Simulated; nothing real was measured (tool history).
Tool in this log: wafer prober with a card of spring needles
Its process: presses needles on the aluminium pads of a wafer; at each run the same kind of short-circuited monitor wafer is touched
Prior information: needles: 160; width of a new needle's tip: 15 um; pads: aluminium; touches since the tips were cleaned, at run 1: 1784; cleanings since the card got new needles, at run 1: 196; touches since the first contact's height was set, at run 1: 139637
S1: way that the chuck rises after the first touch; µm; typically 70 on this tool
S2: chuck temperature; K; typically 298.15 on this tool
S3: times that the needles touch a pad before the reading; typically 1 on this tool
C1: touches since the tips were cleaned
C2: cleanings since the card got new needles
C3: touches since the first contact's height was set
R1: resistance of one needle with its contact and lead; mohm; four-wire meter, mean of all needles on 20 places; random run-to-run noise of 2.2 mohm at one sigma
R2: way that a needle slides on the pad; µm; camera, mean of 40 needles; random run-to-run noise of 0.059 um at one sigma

run 1 hour=0 | S1=70 S2=298.15 S3=1 | C1=1784 C2=196 C3=139637 | R1=287 R2=9.29
-- hour=2.7 tips cleaned on abrasive film
-- hour=6.8 height of the first contact set anew
-- hour=9.4 tips cleaned on abrasive film
-- hour=15.9 tips cleaned on abrasive film
-- hour=21.1 tips cleaned on abrasive film
-- hour=27.6 tips cleaned on abrasive film
-- hour=33.8 tips cleaned on abrasive film
run 2 hour=33.8 | S1=70 S2=298.15 S3=1 | C1=0 C2=202 C3=15616 | R1=247 R2=9.66
-- hour=39 tips cleaned on abrasive film
-- hour=45.5 tips cleaned on abrasive film
-- hour=51.9 tips cleaned on abrasive film
-- hour=58.4 tips cleaned on abrasive film
-- hour=64.9 tips cleaned on abrasive film
-- hour=71.4 tips cleaned on abrasive film
-- hour=76.6 tips cleaned on abrasive film
run 3 hour=77.7 | S1=70 S2=298.15 S3=1 | C1=667 C2=209 C3=41142 | R1=270 R2=9.58
-- hour=83 tips cleaned on abrasive film
-- hour=89.4 tips cleaned on abrasive film
-- hour=95.9 tips cleaned on abrasive film
-- hour=102.4 tips cleaned on abrasive film
-- hour=108.9 tips cleaned on abrasive film
-- hour=115.4 tips cleaned on abrasive film
-- hour=121.9 tips cleaned on abrasive film
run 4 hour=123.5 | S1=70 S2=298.15 S3=1 | C1=959 C2=216 C3=67713 | R1=276 R2=9.53
-- hour=127.4 tips cleaned on abrasive film
-- hour=133.9 tips cleaned on abrasive film
-- hour=140.4 tips cleaned on abrasive film
-- hour=146.9 tips cleaned on abrasive film
-- hour=153.4 tips cleaned on abrasive film
-- hour=158.6 tips cleaned on abrasive film
-- hour=165.1 tips cleaned on abrasive film
-- hour=171.5 tips cleaned on abrasive film
-- hour=176.8 tips cleaned on abrasive film
-- hour=182.2 tips cleaned on abrasive film
run 5 hour=182.2 | S1=70 S2=298.15 S3=1 | C1=0 C2=226 C3=101732 | R1=246 R2=9.38
-- hour=187.4 tips cleaned on abrasive film
-- hour=193.9 tips cleaned on abrasive film
-- hour=199.1 tips cleaned on abrasive film
-- hour=205.6 tips cleaned on abrasive film
-- hour=212.1 tips cleaned on abrasive film
-- hour=217.3 tips cleaned on abrasive film
-- hour=223.7 tips cleaned on abrasive film
run 6 hour=223.9 | S1=70 S2=298.15 S3=1 | C1=76 C2=233 C3=125915 | R1=252 R2=9.45
-- hour=229.1 tips cleaned on abrasive film
-- hour=235.6 tips cleaned on abrasive film
-- hour=240.8 tips cleaned on abrasive film
-- hour=247.3 tips cleaned on abrasive film
-- hour=253.8 tips cleaned on abrasive film
-- hour=254.1 height of the first contact set anew
-- hour=260.6 tips cleaned on abrasive film
-- hour=267 tips cleaned on abrasive film
-- hour=273.5 tips cleaned on abrasive film
-- hour=280 tips cleaned on abrasive film
-- hour=286.5 tips cleaned on abrasive film
run 7 hour=287.9 | S1=70 S2=298.15 S3=1 | C1=847 C2=243 C3=19679 | R1=274 R2=9.69
-- hour=291.9 tips cleaned on abrasive film
-- hour=298.3 tips cleaned on abrasive film
-- hour=304.8 tips cleaned on abrasive film
-- hour=311.3 tips cleaned on abrasive film
-- hour=317.8 tips cleaned on abrasive film
-- hour=323 tips cleaned on abrasive film
-- hour=329.5 tips cleaned on abrasive film
-- hour=334.7 tips cleaned on abrasive film
run 8 hour=338 | S1=70 S2=298.15 S3=1 | C1=1959 C2=251 C3=48755 | R1=300 R2=9.44
-- hour=340.7 tips cleaned on abrasive film
-- hour=347.2 tips cleaned on abrasive film
-- hour=352.4 tips cleaned on abrasive film
-- hour=358.9 tips cleaned on abrasive film
-- hour=364.1 tips cleaned on abrasive film
-- hour=370.6 tips cleaned on abrasive film
-- hour=375.8 tips cleaned on abrasive film
-- hour=382.3 tips cleaned on abrasive film
-- hour=388.7 tips cleaned on abrasive film
-- hour=395.2 tips cleaned on abrasive film
-- hour=401.7 tips cleaned on abrasive film
run 9 hour=401.8 | S1=70 S2=298.15 S3=2 | C1=38 C2=262 C3=85705 | R1=246 R2=9.45
-- hour=407 tips cleaned on abrasive film
-- hour=413.5 tips cleaned on abrasive film
-- hour=420 tips cleaned on abrasive film
-- hour=426.4 tips cleaned on abrasive film
-- hour=431.7 tips cleaned on abrasive film
run 10 hour=434.3 | S1=70 S2=298.15 S3=2 | C1=1587 C2=267 C3=104621 | R1=276 R2=9.44

Predict the results of run 11:
-- hour=437 tips cleaned on abrasive film
-- hour=443.5 tips cleaned on abrasive film
-- hour=450 tips cleaned on abrasive film
-- hour=462 card fitted with new needles
-- hour=467.2 tips cleaned on abrasive film
-- hour=473.7 tips cleaned on abrasive film
-- hour=480.2 tips cleaned on abrasive film
-- hour=486.6 tips cleaned on abrasive film
run 11 hour=490.1 | S1=56 S2=298.15 S3=2 | C1=2013 C2=4 C3=16326 | R1=? R2=?

Run 11 came out at R1 272 mohm, R2 7.71 µm.
With no hidden state in the tool, this same run would have given R1 241 mohm, R2 7.74 µm.

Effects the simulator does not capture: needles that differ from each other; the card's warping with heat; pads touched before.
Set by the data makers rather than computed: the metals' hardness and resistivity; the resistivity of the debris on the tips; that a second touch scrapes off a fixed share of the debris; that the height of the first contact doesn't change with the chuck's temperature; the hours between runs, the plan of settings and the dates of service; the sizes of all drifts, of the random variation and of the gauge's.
